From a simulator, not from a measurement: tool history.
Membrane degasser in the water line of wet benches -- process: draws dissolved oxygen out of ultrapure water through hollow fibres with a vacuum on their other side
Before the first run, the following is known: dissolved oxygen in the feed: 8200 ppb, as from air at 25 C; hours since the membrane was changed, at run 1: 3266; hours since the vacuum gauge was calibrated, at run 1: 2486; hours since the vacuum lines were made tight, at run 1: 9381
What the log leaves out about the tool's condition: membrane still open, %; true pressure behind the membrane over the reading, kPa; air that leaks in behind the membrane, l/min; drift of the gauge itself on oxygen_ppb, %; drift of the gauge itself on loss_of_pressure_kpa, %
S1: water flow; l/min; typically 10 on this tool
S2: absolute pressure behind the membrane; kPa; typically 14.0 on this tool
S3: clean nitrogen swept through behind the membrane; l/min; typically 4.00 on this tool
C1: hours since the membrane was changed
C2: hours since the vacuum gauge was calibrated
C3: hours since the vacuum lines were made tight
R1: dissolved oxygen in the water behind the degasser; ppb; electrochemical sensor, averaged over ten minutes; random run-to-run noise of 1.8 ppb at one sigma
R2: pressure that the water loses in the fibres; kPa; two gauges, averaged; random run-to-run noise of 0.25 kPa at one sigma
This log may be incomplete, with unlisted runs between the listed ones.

run	day	S1	S2	S3	C1	C2	C3	R1	R2
1	0.000	10	14.0	4.00	3266	2486	9381	197.5	67.21
2	2.650	8	14.0	4.00	3329	2550	9444	124.2	54.15
3	4.879	8	14.0	4.00	3383	2603	9498	124.9	53.76
4	6.983	8	14.0	4.00	3433	2654	9548	122.9	53.92
5	8.812	8	14.0	4.00	3477	2698	9592	122.4	53.78
6	11.021	8	13.3	4.00	3530	2751	9645	121.3	54.28
7	14.596	8	13.3	4.00	3616	2837	9731	119.4	54.01
8	16.829	9	27.6	10.26	3670	2890	9784	148.7	60.85
9	18.783	9	10.7	4.38	3717	2937	9831	134.8	60.68
10	20.262	9	10.7	4.38	3752	2973	9867	134.8	60.48
11	23.167	9	9.1	4.00	3822	3042	9937	130.2	60.76
12	24.942	9	31.3	6.64	3864	3085	9979	196.6	60.86

The next listed run, before its measurement:
13	27.208	9	31.3	6.64	3919	3139	10034	?	?

Run 13 came out at R1 198.6 ppb, R2 60.30 kPa.
The same run, on a tool lacking any hidden state, would have yielded R1 178.6 ppb, R2 58.99 kPa.

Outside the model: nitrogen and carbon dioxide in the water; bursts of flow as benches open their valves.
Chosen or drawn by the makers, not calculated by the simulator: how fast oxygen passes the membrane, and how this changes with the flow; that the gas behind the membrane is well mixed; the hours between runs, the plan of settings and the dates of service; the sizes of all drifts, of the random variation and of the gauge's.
